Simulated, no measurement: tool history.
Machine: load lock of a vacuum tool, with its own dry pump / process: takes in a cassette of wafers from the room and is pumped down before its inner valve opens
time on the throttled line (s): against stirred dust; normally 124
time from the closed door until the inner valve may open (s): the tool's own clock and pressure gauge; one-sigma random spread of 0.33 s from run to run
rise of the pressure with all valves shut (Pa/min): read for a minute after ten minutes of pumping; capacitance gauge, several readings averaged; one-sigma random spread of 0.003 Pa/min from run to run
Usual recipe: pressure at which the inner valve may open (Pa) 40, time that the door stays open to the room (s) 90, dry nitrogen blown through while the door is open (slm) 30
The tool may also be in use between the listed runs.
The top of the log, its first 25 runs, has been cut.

run	hour	time on the throttled line (s)	pressure at which the inner valve may open (Pa)	time that the door stays open to the room (s)	dry nitrogen blown through while the door is open (slm)	incoming humidity of the room's air, %	time from the closed door until the inner valve may open (s)	rise of the pressure with all valves shut (Pa/min)
26	3303.0	104	67	49	13	43.7	142.4	0.056
27	3416.3	124	47	90	9	45.8	162.1	0.078
28	3599.0	124	47	90	9	45.3	162.5	0.079
29	3704.4	82	40	80	30	49.1	128.0	0.054
30	3820.0	82	40	80	30	46.0	127.6	0.055
31	3906.0	158	40	80	30	42.7	192.5	0.052
32	4061.3	115	40	96	30	43.5	155.9	0.065
33	4226.9	115	40	96	30	44.4	156.4	0.060
34	4317.4	111	40	42	30	46.1	152.7	0.052
35	4399.2	134	40	42	19	46.7	172.4	0.058
36	4529.4	134	40	42	19	48.4	172.4	0.060

Predict each of these 5 candidate next runs independently; none follows another, all start after run 36:
A	4620.7	124	51	40	5	45.4	?	?
B	4620.7	124	40	40	30	45.5	?	?
C	4620.7	134	40	36	19	44.1	?	?
D	4620.7	124	40	90	41	42.1	?	?
E	4620.7	233	31	42	26	45.1	?	?

run	time from the closed door until the inner valve may open (s)	rise of the pressure with all valves shut (Pa/min)
A	162.4	0.079
B	163.9	0.054
C	172.7	0.059
D	163.5	0.059
E	258.3	0.057
Without the tool's hidden state the same runs would have given:
run	time from the closed door until the inner valve may open (s)	rise of the pressure with all valves shut (Pa/min)
A	161.1	0.045
B	162.6	0.020
C	171.4	0.025
D	162.2	0.025
E	257.4	0.023
